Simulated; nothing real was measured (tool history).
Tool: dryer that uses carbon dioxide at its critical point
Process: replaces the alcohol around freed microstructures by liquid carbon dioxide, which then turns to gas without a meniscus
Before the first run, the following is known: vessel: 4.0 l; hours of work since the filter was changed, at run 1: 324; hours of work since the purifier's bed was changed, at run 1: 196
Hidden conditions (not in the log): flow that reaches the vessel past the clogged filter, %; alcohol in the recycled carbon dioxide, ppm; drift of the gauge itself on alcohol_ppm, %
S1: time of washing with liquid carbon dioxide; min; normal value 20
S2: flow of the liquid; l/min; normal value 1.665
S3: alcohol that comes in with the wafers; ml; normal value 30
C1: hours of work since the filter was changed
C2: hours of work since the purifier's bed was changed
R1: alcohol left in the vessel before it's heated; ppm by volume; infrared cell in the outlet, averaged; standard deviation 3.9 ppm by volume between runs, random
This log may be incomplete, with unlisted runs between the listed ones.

run	hour	S1	S2	S3	C1	C2	R1
1	0.0	20	1.665	30	324	196	34
# hour 9.7: inlet filter changed
2	12.0	31	1.665	30	1	201	15
3	19.8	20	1.665	30	4	204	30
4	31.7	20	1.665	30	10	210	22
5	37.8	20	1.665	73	12	212	42
6	46.2	20	1.665	73	16	216	41
7	56.9	20	1.665	30	21	221	25
8	69.0	20	1.665	30	26	226	19
9	81.5	20	1.665	30	31	231	27
10	94.6	20	1.665	30	37	237	28
11	101.8	20	1.665	30	40	240	33
12	108.7	20	1.665	30	43	243	28
13	117.0	24	2.690	30	47	247	23
14	129.4	24	2.690	30	52	252	22
15	137.9	31	1.740	41	56	256	19
16	151.5	31	1.740	41	62	262	15
17	161.0	20	1.665	27	66	266	29
18	169.4	25	2.220	62	69	269	20
19	182.1	20	1.550	50	75	275	45
20	193.8	20	1.550	50	80	280	45
21	200.0	20	1.550	50	83	283	38

Branching from run 21: 3 alternative next runs. What would each branch give?
A	207.4	20	1.180	97	86	286	?
B	207.4	24	1.700	84	86	286	?
C	207.4	20	1.430	50	86	286	?

run	R1
A	248
B	29
C	64
With no hidden state in the tool, these same runs would have given:
run	R1
A	201
B	13
C	42

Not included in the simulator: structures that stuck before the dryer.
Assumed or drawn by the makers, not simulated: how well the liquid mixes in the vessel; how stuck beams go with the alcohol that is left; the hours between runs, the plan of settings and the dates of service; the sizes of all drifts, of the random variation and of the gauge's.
